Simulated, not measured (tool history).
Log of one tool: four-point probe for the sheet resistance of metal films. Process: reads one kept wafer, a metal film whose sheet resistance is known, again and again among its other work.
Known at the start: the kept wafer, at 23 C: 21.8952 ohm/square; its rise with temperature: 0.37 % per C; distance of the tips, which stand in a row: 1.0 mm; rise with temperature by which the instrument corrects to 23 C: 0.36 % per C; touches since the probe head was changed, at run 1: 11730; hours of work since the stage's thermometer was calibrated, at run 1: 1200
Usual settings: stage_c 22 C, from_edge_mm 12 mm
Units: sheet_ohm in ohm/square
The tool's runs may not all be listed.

run,hour,stage_c,from_edge_mm,touches since the probe head was changed,hours of work since the stage's thermometer was calibrated,sheet_ohm
1,0.0,22,12,11730,1200,21.947498
2,11.0,22,12,12116,1208,21.938262
3,26.7,22,12,12669,1221,21.956594
4,41.6,24,12,13193,1232,21.951875
5,52.8,24,12,13587,1241,21.947731
6,63.4,24,12,13961,1249,21.938375
7,72.7,24,12,14291,1257,21.952048
8,81.3,22,7,14592,1263,22.096537
# hour 82.6: stage's thermometer calibrated
9,93.2,29,32,14995,8,21.854986
10,107.0,23,5,15479,19,22.301672
# hour 113.7: stage's thermometer calibrated, once more
11,117.8,20,11,15843,3,21.981611
12,134.0,23,20,16413,16,21.921049
13,142.9,32,12,16723,23,21.980718
14,152.6,32,12,17066,30,21.982687
15,169.9,32,12,17677,44,21.975291

Measured less the same run without the tool's hidden state. The same run-to-run variation is in both; the gauge's scatter may not be:
The hidden state here: inner tips' distance over the nominal, %; tips' flats over new ones', %; wafer's true temperature over the reading, C; drift of the gauge itself on sheet_ohm, %.
run,sheet_ohm
1,-0.029490
2,-0.030036
3,-0.030958
4,-0.031543
5,-0.032157
6,-0.032738
7,-0.033247
8,-0.034094
9,-0.050973
10,-0.053763
11,-0.003524
12,-0.004393
13,-0.004936
14,-0.005454
15,-0.006355
